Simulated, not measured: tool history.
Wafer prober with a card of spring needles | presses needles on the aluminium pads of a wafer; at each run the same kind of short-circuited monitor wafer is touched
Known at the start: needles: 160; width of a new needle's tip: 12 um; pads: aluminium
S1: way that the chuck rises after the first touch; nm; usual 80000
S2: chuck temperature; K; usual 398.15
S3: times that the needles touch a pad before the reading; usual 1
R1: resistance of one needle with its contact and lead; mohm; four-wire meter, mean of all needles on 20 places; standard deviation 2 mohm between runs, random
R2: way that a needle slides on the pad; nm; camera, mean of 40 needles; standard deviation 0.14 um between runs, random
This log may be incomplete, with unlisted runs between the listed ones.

| run | hour | S1 | S2 | S3 | R1 | R2 |
|---|---|---|---|---|---|---|
| 1 | 0 | 80000 | 398.15 | 1 | 229 | 19840 |
|  | 6.5 | tips cleaned on abrasive film |
|  | 14.6 | tips cleaned on abrasive film |
|  | 21.1 | tips cleaned on abrasive film |
|  | 27.6 | tips cleaned on abrasive film |
|  | 34.1 | tips cleaned on abrasive film |
|  | 40.6 | tips cleaned on abrasive film |
| 2 | 41.8 | 80000 | 398.15 | 1 | 233 | 20040 |
|  | 48.3 | tips cleaned on abrasive film |
|  | 54.8 | tips cleaned on abrasive film |
|  | 61.3 | tips cleaned on abrasive film |
| 3 | 65.8 | 80000 | 398.15 | 1 | 246 | 19860 |
|  | 69.1 | tips cleaned on abrasive film |
|  | 75.6 | tips cleaned on abrasive film |
|  | 82.1 | tips cleaned on abrasive film |
|  | 88.6 | tips cleaned on abrasive film |
|  | 95.1 | tips cleaned on abrasive film |
|  | 101.6 | tips cleaned on abrasive film |
| 4 | 106.9 | 80000 | 398.15 | 1 | 247 | 19430 |
|  | 108.6 | tips cleaned on abrasive film |
|  | 115.1 | tips cleaned on abrasive film |
|  | 121.6 | tips cleaned on abrasive film |
| 5 | 126 | 80000 | 398.15 | 1 | 243 | 19610 |
|  | 129.3 | tips cleaned on abrasive film |
|  | 137.4 | tips cleaned on abrasive film |
|  | 143.9 | tips cleaned on abrasive film |
| 6 | 148.5 | 80000 | 398.15 | 1 | 243 | 19590 |
|  | 151.8 | tips cleaned on abrasive film |
|  | 158.3 | tips cleaned on abrasive film |
|  | 164.8 | tips cleaned on abrasive film |
|  | 166.7 | height of the first contact set anew |
|  | 171.6 | tips cleaned on abrasive film |
| 7 | 177.6 | 80000 | 398.15 | 1 | 247 | 20400 |
|  | 179.3 | tips cleaned on abrasive film |
|  | 187.4 | tips cleaned on abrasive film |
|  | 195.5 | tips cleaned on abrasive film |
|  | 202.1 | tips cleaned on abrasive film |
|  | 210.2 | tips cleaned on abrasive film |
|  | 216.7 | tips cleaned on abrasive film |
| 8 | 218.8 | 80000 | 398.15 | 1 | 233 | 20480 |
|  | 223.7 | tips cleaned on abrasive film |
|  | 230.2 | tips cleaned on abrasive film |
|  | 236.7 | tips cleaned on abrasive film |
|  | 243.2 | tips cleaned on abrasive film |
|  | 249.7 | tips cleaned on abrasive film |
| 9 | 253.8 | 80000 | 398.15 | 1 | 241 | 20380 |
|  | 257.1 | tips cleaned on abrasive film |
|  | 265.2 | tips cleaned on abrasive film |
|  | 273.3 | tips cleaned on abrasive film |
|  | 279.8 | tips cleaned on abrasive film |
| 10 | 283.3 | 80000 | 398.15 | 1 | 241 | 20420 |
|  | 286.6 | tips cleaned on abrasive film |
|  | 293.1 | tips cleaned on abrasive film |
|  | 301.3 | tips cleaned on abrasive film |
|  | 309.4 | tips cleaned on abrasive film |
|  | 315.9 | tips cleaned on abrasive film |
|  | 322.4 | tips cleaned on abrasive film |
| 11 | 323.4 | 80000 | 398.15 | 1 | 237 | 20170 |
|  | 329.9 | tips cleaned on abrasive film |
|  | 336.4 | tips cleaned on abrasive film |
|  | 344.5 | tips cleaned on abrasive film |
|  | 351 | tips cleaned on abrasive film |
| 12 | 355.4 | 80000 | 303.15 | 1 | 232 | 20050 |
|  | 358.7 | tips cleaned on abrasive film |
|  | 365.2 | tips cleaned on abrasive film |
|  | 373.3 | tips cleaned on abrasive film |
|  | 379.8 | tips cleaned on abrasive film |
|  | 387.9 | tips cleaned on abrasive film |
| 13 | 389.3 | 80000 | 303.15 | 1 | 215 | 20070 |
|  | 395.8 | tips cleaned on abrasive film |
|  | 402.3 | tips cleaned on abrasive film |
|  | 408.8 | tips cleaned on abrasive film |
| 14 | 409.6 | 80000 | 303.15 | 1 | 214 | 19650 |
|  | 416.1 | tips cleaned on abrasive film |
|  | 422.6 | tips cleaned on abrasive film |
|  | 429.1 | tips cleaned on abrasive film |
|  | 435.6 | tips cleaned on abrasive film |
|  | 442.2 | tips cleaned on abrasive film |
|  | 448.7 | tips cleaned on abrasive film |
| 15 | 450 | 77000 | 398.15 | 3 | 234 | 19000 |
|  | 456.5 | tips cleaned on abrasive film |
|  | 463 | tips cleaned on abrasive film |
|  | 469.5 | tips cleaned on abrasive film |
|  | 477.6 | tips cleaned on abrasive film |
|  | 485.7 | tips cleaned on abrasive film |
| 16 | 488.4 | 77000 | 321.15 | 1 | 227 | 18830 |
|  | 493.3 | tips cleaned on abrasive film |
|  | 499.8 | tips cleaned on abrasive film |
|  | 506.3 | tips cleaned on abrasive film |
|  | 512.8 | tips cleaned on abrasive film |
|  | 519.3 | tips cleaned on abrasive film |
|  | 521.2 | height of the first contact set anew |
|  | 526.1 | tips cleaned on abrasive film |
| 17 | 530.9 | 80000 | 395.15 | 1 | 248 | 20530 |
|  | 534.2 | tips cleaned on abrasive film |
|  | 540.7 | tips cleaned on abrasive film |
|  | 548.8 | tips cleaned on abrasive film |
| 18 | 550.7 | 80000 | 354.15 | 1 | 229 | 20700 |
|  | 555.6 | tips cleaned on abrasive film |
|  | 562.1 | tips cleaned on abrasive film |
|  | 568.6 | tips cleaned on abrasive film |
|  | 575.1 | tips cleaned on abrasive film |
| 19 | 576.9 | 80000 | 334.15 | 2 | 218 | 20640 |
|  | 581.8 | tips cleaned on abrasive film |
|  | 588.3 | tips cleaned on abrasive film |
|  | 596.4 | tips cleaned on abrasive film |
| 20 | 600.6 | 99000 | 329.15 | 2 | 216 | 25570 |
|  | 603.9 | tips cleaned on abrasive film |
|  | 610.4 | tips cleaned on abrasive film |
|  | 616.9 | tips cleaned on abrasive film |
|  | 623.4 | tips cleaned on abrasive film |
|  | 629.9 | tips cleaned on abrasive film |
|  | 636.4 | tips cleaned on abrasive film |
| 21 | 642 | 74000 | 299.15 | 1 | 240 | 18740 |
|  | 643.7 | tips cleaned on abrasive film |
|  | 650.2 | tips cleaned on abrasive film |
|  | 656.7 | tips cleaned on abrasive film |
|  | 663.2 | tips cleaned on abrasive film |
|  | 671.3 | tips cleaned on abrasive film |
|  | 677.8 | tips cleaned on abrasive film |
|  | 684.3 | tips cleaned on abrasive film |
| 22 | 684.4 | 74000 | 299.15 | 1 | 211 | 18600 |
|  | 690.9 | tips cleaned on abrasive film |
|  | 697.4 | tips cleaned on abrasive film |
|  | 705.5 | tips cleaned on abrasive film |
|  | 713.1 | tips cleaned on abrasive film |
| 23 | 713.1 | 98000 | 316.15 | 2 | 207 | 24450 |
|  | 719.6 | tips cleaned on abrasive film |
|  | 726.1 | tips cleaned on abrasive film |
|  | 734.2 | tips cleaned on abrasive film |
|  | 740.8 | tips cleaned on abrasive film |
|  | 747.3 | tips cleaned on abrasive film |
| 24 | 749.6 | 63000 | 308.15 | 1 | 240 | 15550 |

Below are 3 alternative next runs, each starting from the tool's condition after run 24. Predict each:
|  | 754.5 | tips cleaned on abrasive film |
|  | 761 | tips cleaned on abrasive film |
|  | 767.5 | tips cleaned on abrasive film |
|  | 774 | tips cleaned on abrasive film |
|  | 782.1 | tips cleaned on abrasive film |
| A | 783.2 | 96000 | 398.15 | 1 | ? | ? |
|  | 754.5 | tips cleaned on abrasive film |
|  | 761 | tips cleaned on abrasive film |
|  | 767.5 | tips cleaned on abrasive film |
|  | 774 | tips cleaned on abrasive film |
|  | 782.1 | tips cleaned on abrasive film |
| B | 783.2 | 63000 | 308.15 | 2 | ? | ? |
|  | 754.5 | tips cleaned on abrasive film |
|  | 761 | tips cleaned on abrasive film |
|  | 767.5 | tips cleaned on abrasive film |
|  | 774 | tips cleaned on abrasive film |
|  | 782.1 | tips cleaned on abrasive film |
| C | 783.2 | 67000 | 308.15 | 1 | ? | ? |

| run | R1 | R2 |
|---|---|---|
| A | 235 | 24170 |
| B | 223 | 15550 |
| C | 225 | 16520 |
With no hidden state in the tool, these same runs would have given:
| run | R1 | R2 |
|---|---|---|
| A | 222 | 25090 |
| B | 205 | 16470 |
| C | 203 | 17440 |

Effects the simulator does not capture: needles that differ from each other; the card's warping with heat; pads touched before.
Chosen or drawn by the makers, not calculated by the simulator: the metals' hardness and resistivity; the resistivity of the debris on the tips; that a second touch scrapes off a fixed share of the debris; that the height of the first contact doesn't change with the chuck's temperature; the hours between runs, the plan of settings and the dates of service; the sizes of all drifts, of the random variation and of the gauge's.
